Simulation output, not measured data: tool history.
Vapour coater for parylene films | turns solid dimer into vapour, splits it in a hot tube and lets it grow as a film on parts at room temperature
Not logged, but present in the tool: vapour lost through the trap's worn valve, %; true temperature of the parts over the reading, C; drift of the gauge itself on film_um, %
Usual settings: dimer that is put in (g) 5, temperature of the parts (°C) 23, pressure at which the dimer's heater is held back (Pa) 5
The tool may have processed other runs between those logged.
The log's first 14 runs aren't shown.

run   hour  dimer that is put in (g)  temperature of the parts (°C)  pressure at which the dimer's heater is held back (Pa)  hours of work since the trap's valve was overhauled  hours of work since the table's thermometer was calibrated  thickness of the film (nm)
 15  496.6                         5                             23                                                     8.2                                                   97                                                         496                         940
 16  519.9                         5                             23                                                       5                                                  113                                                         512                         969
 17  552.2                         5                             18                                                       5                                                  135                                                         534                        1042
 18  586.7                         5                             23                                                       5                                                  158                                                         557                         962
 19    629                         5                             23                                                    2.57                                                  187                                                         586                         965
 20  663.8                         5                             20                                                    3.83                                                  211                                                         609                         969
     707.8  -- trap's valve overhauled
 21  710.3                         5                             21                                                    2.35                                                    2                                                         638                        1130
 22  731.1                         5                             21                                                    2.35                                                   16                                                         652                        1114
 23  768.7                         5                             17                                                    9.29                                                   41                                                         678                        1070
 24  804.7                         3                             31                                                    10.5                                                   66                                                         702                         489
 25  830.5                         3                             31                                                    10.5                                                   83                                                         720                         475
 26  854.9                         3                             24                                                       5                                                  100                                                         736                         575
 27  897.1                         8                             17                                                       5                                                  128                                                         765                        1704
 28  927.1                         5                             23                                                    8.16                                                  149                                                         785                         927

Estimate the outcome of run 29 from the log above:
 29  960.6                         2                             34                                                    9.89                                                  172                                                         808                           ?

{"run 29": {"thickness of the film (nm)": 287}}
Without the tool's hidden state the same run would have given thickness of the film (nm) 317.
